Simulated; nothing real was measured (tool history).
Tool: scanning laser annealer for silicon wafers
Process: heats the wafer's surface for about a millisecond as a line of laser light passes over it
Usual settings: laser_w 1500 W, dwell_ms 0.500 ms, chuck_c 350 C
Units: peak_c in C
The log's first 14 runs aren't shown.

run,hour,laser_w,dwell_ms,chuck_c,hours of work since the window was cleaned,hours of work since the power meter was calibrated,hours of work since the optics were aligned,peak_c
15,210.8,1586,0.500,350,20,214,1404,1077
16,224.0,1586,0.500,350,29,222,1413,1076
# hour 237.5: window over the wafer cleaned, once more
17,246.3,1586,0.500,350,6,235,1426,1122
18,263.0,1606,0.500,350,16,246,1437,1134
19,273.9,1606,0.500,350,24,253,1444,1131
20,290.2,1606,0.500,350,34,264,1455,1128
21,302.2,1377,0.519,370,42,272,1462,1045
22,310.8,1375,0.420,350,47,277,1468,962
23,321.7,1375,0.420,350,54,284,1475,964
24,333.6,1546,0.465,330,62,292,1483,1056
25,350.4,1546,0.410,374,73,303,1494,1058
26,365.6,1546,0.410,374,83,313,1503,1057
27,378.2,1546,0.410,374,91,321,1512,1054
28,396.8,1546,0.398,370,103,333,1524,1046
29,408.2,1546,0.398,340,111,340,1531,1013
30,419.9,1546,0.398,340,118,348,1539,1012
# hour 437.1: optics aligned, line set to its width
31,443.7,1507,0.419,340,130,360,4,1012
32,457.5,1507,0.419,340,139,369,13,1013
33,471.3,1500,0.607,316,148,378,22,1100
34,490.3,1467,0.410,318,160,390,34,967
35,509.7,1360,0.537,357,173,403,47,1028
36,522.0,1483,0.419,348,181,411,55,1004
37,538.0,1518,0.419,348,191,421,65,1022
38,555.5,1485,0.468,388,203,432,77,1078

5 ways to go on from here, each from the tool as it stands after run 38. What would each give?
A,574.2,1460,0.468,388,215,445,89,?
B,574.2,1500,0.369,356,215,445,89,?
C,574.2,1496,0.403,350,215,445,89,?
D,574.2,1407,0.375,388,215,445,89,?
E,574.2,1458,0.444,389,215,445,89,?

run,peak_c
A,1062
B,979
C,999
D,975
E,1051
Without the tool's hidden state the same runs would have given:
run,peak_c
A,1081
B,997
C,1018
D,992
E,1070
